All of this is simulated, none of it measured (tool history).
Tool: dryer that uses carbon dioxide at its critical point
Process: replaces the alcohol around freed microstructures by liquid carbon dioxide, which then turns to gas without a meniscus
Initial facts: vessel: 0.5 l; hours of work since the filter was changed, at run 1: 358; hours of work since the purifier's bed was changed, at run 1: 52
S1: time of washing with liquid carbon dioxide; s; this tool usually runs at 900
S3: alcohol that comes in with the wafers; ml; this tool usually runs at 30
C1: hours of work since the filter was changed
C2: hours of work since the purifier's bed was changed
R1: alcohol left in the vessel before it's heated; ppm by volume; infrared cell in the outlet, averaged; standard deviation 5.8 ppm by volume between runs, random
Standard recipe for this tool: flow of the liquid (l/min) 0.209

{"run": 1, "hour": 0.0, "S1": 900, "flow of the liquid (l/min)": 0.209, "S3": 30, "C1": 358, "C2": 52, "R1": 388}
{"run": 2, "hour": 26.5, "S1": 960, "flow of the liquid (l/min)": 0.209, "S3": 30, "C1": 369, "C2": 63, "R1": 301}
{"run": 3, "hour": 66.3, "S1": 900, "flow of the liquid (l/min)": 0.209, "S3": 30, "C1": 386, "C2": 80, "R1": 417}
{"run": 4, "hour": 113.1, "S1": 1380, "flow of the liquid (l/min)": 0.209, "S3": 30, "C1": 406, "C2": 100, "R1": 46}
{"hour": 126.5, "done": "inlet filter changed"}
{"run": 5, "hour": 158.6, "S1": 1380, "flow of the liquid (l/min)": 0.209, "S3": 30, "C1": 14, "C2": 119, "R1": 37}
{"run": 6, "hour": 192.7, "S1": 900, "flow of the liquid (l/min)": 0.209, "S3": 30, "C1": 28, "C2": 134, "R1": 226}
{"run": 7, "hour": 222.1, "S1": 900, "flow of the liquid (l/min)": 0.209, "S3": 30, "C1": 41, "C2": 146, "R1": 248}
{"run": 8, "hour": 268.7, "S1": 900, "flow of the liquid (l/min)": 0.209, "S3": 30, "C1": 61, "C2": 166, "R1": 255}
{"run": 9, "hour": 312.4, "S1": 900, "flow of the liquid (l/min)": 0.209, "S3": 30, "C1": 79, "C2": 185, "R1": 269}
{"run": 10, "hour": 338.2, "S1": 900, "flow of the liquid (l/min)": 0.209, "S3": 30, "C1": 90, "C2": 196, "R1": 261}
{"run": 11, "hour": 392.9, "S1": 900, "flow of the liquid (l/min)": 0.209, "S3": 92, "C1": 114, "C2": 219, "R1": 772}
{"run": 12, "hour": 431.4, "S1": 900, "flow of the liquid (l/min)": 0.209, "S3": 92, "C1": 130, "C2": 236, "R1": 806}
{"run": 13, "hour": 472.9, "S1": 900, "flow of the liquid (l/min)": 0.209, "S3": 92, "C1": 148, "C2": 253, "R1": 841}
{"run": 14, "hour": 511.1, "S1": 900, "flow of the liquid (l/min)": 0.209, "S3": 92, "C1": 164, "C2": 270, "R1": 883}
{"run": 15, "hour": 556.9, "S1": 900, "flow of the liquid (l/min)": 0.209, "S3": 92, "C1": 184, "C2": 289, "R1": 897}
{"run": 16, "hour": 596.0, "S1": 900, "flow of the liquid (l/min)": 0.209, "S3": 30, "C1": 200, "C2": 306, "R1": 340}
{"run": 17, "hour": 631.1, "S1": 900, "flow of the liquid (l/min)": 0.209, "S3": 30, "C1": 215, "C2": 321, "R1": 354}
{"run": 18, "hour": 671.6, "S1": 900, "flow of the liquid (l/min)": 0.209, "S3": 30, "C1": 232, "C2": 338, "R1": 366}
{"run": 19, "hour": 706.8, "S1": 900, "flow of the liquid (l/min)": 0.209, "S3": 21, "C1": 247, "C2": 353, "R1": 274}
{"run": 20, "hour": 742.8, "S1": 900, "flow of the liquid (l/min)": 0.209, "S3": 21, "C1": 263, "C2": 368, "R1": 276}
{"run": 21, "hour": 790.0, "S1": 900, "flow of the liquid (l/min)": 0.209, "S3": 21, "C1": 283, "C2": 388, "R1": 291}
{"run": 22, "hour": 828.5, "S1": 900, "flow of the liquid (l/min)": 0.209, "S3": 30, "C1": 299, "C2": 405, "R1": 413}
{"run": 23, "hour": 860.5, "S1": 900, "flow of the liquid (l/min)": 0.209, "S3": 30, "C1": 313, "C2": 419, "R1": 435}
{"run": 24, "hour": 900.7, "S1": 900, "flow of the liquid (l/min)": 0.209, "S3": 30, "C1": 330, "C2": 436, "R1": 419}
{"run": 25, "hour": 956.7, "S1": 960, "flow of the liquid (l/min)": 0.337, "S3": 30, "C1": 354, "C2": 460, "R1": 77}
{"run": 26, "hour": 988.0, "S1": 960, "flow of the liquid (l/min)": 0.337, "S3": 30, "C1": 367, "C2": 473, "R1": 82}
{"run": 27, "hour": 1016.7, "S1": 960, "flow of the liquid (l/min)": 0.337, "S3": 30, "C1": 380, "C2": 485, "R1": 75}
{"run": 28, "hour": 1055.8, "S1": 960, "flow of the liquid (l/min)": 0.266, "S3": 104, "C1": 396, "C2": 502, "R1": 324}
{"hour": 1090.7, "done": "inlet filter changed"}
{"run": 29, "hour": 1105.6, "S1": 960, "flow of the liquid (l/min)": 0.266, "S3": 104, "C1": 6, "C2": 523, "R1": 166}
{"run": 30, "hour": 1139.9, "S1": 780, "flow of the liquid (l/min)": 0.209, "S3": 80, "C1": 21, "C2": 537, "R1": 1291}
{"run": 31, "hour": 1194.7, "S1": 720, "flow of the liquid (l/min)": 0.236, "S3": 67, "C1": 44, "C2": 561, "R1": 982}
{"run": 32, "hour": 1251.3, "S1": 900, "flow of the liquid (l/min)": 0.209, "S3": 25, "C1": 68, "C2": 585, "R1": 281}
{"run": 33, "hour": 1311.4, "S1": 660, "flow of the liquid (l/min)": 0.209, "S3": 34, "C1": 94, "C2": 610, "R1": 1291}
{"run": 34, "hour": 1370.7, "S1": 900, "flow of the liquid (l/min)": 0.209, "S3": 70, "C1": 119, "C2": 636, "R1": 693}
{"run": 35, "hour": 1411.3, "S1": 900, "flow of the liquid (l/min)": 0.209, "S3": 70, "C1": 137, "C2": 653, "R1": 719}
{"run": 36, "hour": 1451.0, "S1": 660, "flow of the liquid (l/min)": 0.193, "S3": 83, "C1": 154, "C2": 670, "R1": 4345}
{"run": 37, "hour": 1503.7, "S1": 1320, "flow of the liquid (l/min)": 0.142, "S3": 23, "C1": 176, "C2": 692, "R1": 309}
{"run": 38, "hour": 1565.7, "S1": 1320, "flow of the liquid (l/min)": 0.142, "S3": 23, "C1": 202, "C2": 719, "R1": 333}
{"run": 39, "hour": 1620.8, "S1": 1320, "flow of the liquid (l/min)": 0.171, "S3": 23, "C1": 226, "C2": 742, "R1": 182}
{"hour": 1651.5, "done": "purifier's bed changed"}
{"run": 40, "hour": 1680.9, "S1": 1320, "flow of the liquid (l/min)": 0.171, "S3": 23, "C1": 250, "C2": 13, "R1": 94}
{"run": 41, "hour": 1717.3, "S1": 900, "flow of the liquid (l/min)": 0.214, "S3": 30, "C1": 266, "C2": 28, "R1": 321}
{"run": 42, "hour": 1763.7, "S1": 780, "flow of the liquid (l/min)": 0.214, "S3": 36, "C1": 286, "C2": 48, "R1": 785}
{"run": 43, "hour": 1799.2, "S1": 780, "flow of the liquid (l/min)": 0.214, "S3": 36, "C1": 301, "C2": 63, "R1": 781}
{"run": 44, "hour": 1829.8, "S1": 780, "flow of the liquid (l/min)": 0.214, "S3": 36, "C1": 314, "C2": 76, "R1": 815}
{"run": 45, "hour": 1890.1, "S1": 840, "flow of the liquid (l/min)": 0.309, "S3": 83, "C1": 340, "C2": 102, "R1": 204}
{"run": 46, "hour": 1939.5, "S1": 840, "flow of the liquid (l/min)": 0.309, "S3": 83, "C1": 361, "C2": 123, "R1": 216}
{"run": 47, "hour": 1971.0, "S1": 900, "flow of the liquid (l/min)": 0.136, "S3": 86, "C1": 374, "C2": 136, "R1": 6720}

Below are 4 alternative next runs, each starting from the tool's condition after run 47. Predict each:
{"run": "A", "hour": 1997.4, "S1": 1080, "flow of the liquid (l/min)": 0.285, "S3": 86, "C1": 385, "C2": 147, "R1": "?"}
{"run": "B", "hour": 1997.4, "S1": 900, "flow of the liquid (l/min)": 0.327, "S3": 30, "C1": 385, "C2": 147, "R1": "?"}
{"run": "C", "hour": 1997.4, "S1": 960, "flow of the liquid (l/min)": 0.257, "S3": 55, "C1": 385, "C2": 147, "R1": "?"}
{"run": "D", "hour": 1997.4, "S1": 720, "flow of the liquid (l/min)": 0.209, "S3": 46, "C1": 385, "C2": 147, "R1": "?"}

run=A R1=85
run=B R1=54
run=C R1=199
run=D R1=1793
The same runs, with their run-to-run variation unchanged, on a tool lacking any hidden condition would have given:
run=A R1=24
run=B R1=14
run=C R1=66
run=D R1=934
